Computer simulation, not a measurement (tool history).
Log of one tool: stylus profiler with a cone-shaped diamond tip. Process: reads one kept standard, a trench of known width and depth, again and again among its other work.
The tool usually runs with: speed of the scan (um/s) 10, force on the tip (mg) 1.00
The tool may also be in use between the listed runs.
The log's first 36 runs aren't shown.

run	hour	speed of the scan (um/s)	force on the tip (mg)	scans with this tip	hours of work since the height scale was calibrated	depth of the trench (Å)	width of the trench's floor (nm)
37	960.0	7	1.13	4623	766	5053.1	14950
38	976.3	7	1.13	4682	776	5053.5	14890
39	992.4	7	1.13	4739	786	5053.6	14950
40	1030.3	10	0.44	4876	808	5036.7	14910
41	1052.0	2	1.82	4953	821	5068.7	14880
42	1087.8	4	1.34	5082	842	5060.0	14930
43	1118.8	4	1.34	5193	861	5059.8	14910
44	1157.7	4	1.34	5333	884	5060.0	14880
45	1181.4	32	0.83	5417	898	5049.0	14690
46	1199.0	10	1.06	5481	909	5056.1	14850

Predict each of these 4 candidate next runs independently; none follows another, all start after run 46:
A	1223.0	33	1.39	5567	923	?	?
B	1223.0	8	2.70	5567	923	?	?
C	1223.0	10	0.45	5567	923	?	?
D	1223.0	10	0.77	5567	923	?	?

run	depth of the trench (Å)	width of the trench's floor (nm)
A	5061.6	14660
B	5086.2	14840
C	5038.5	14780
D	5048.5	14840
Stripped of hidden state, with their random variation kept, the same runs would have yielded:
run	depth of the trench (Å)	width of the trench's floor (nm)
A	5043.1	15430
B	5067.7	15610
C	5020.2	15540
D	5030.1	15600

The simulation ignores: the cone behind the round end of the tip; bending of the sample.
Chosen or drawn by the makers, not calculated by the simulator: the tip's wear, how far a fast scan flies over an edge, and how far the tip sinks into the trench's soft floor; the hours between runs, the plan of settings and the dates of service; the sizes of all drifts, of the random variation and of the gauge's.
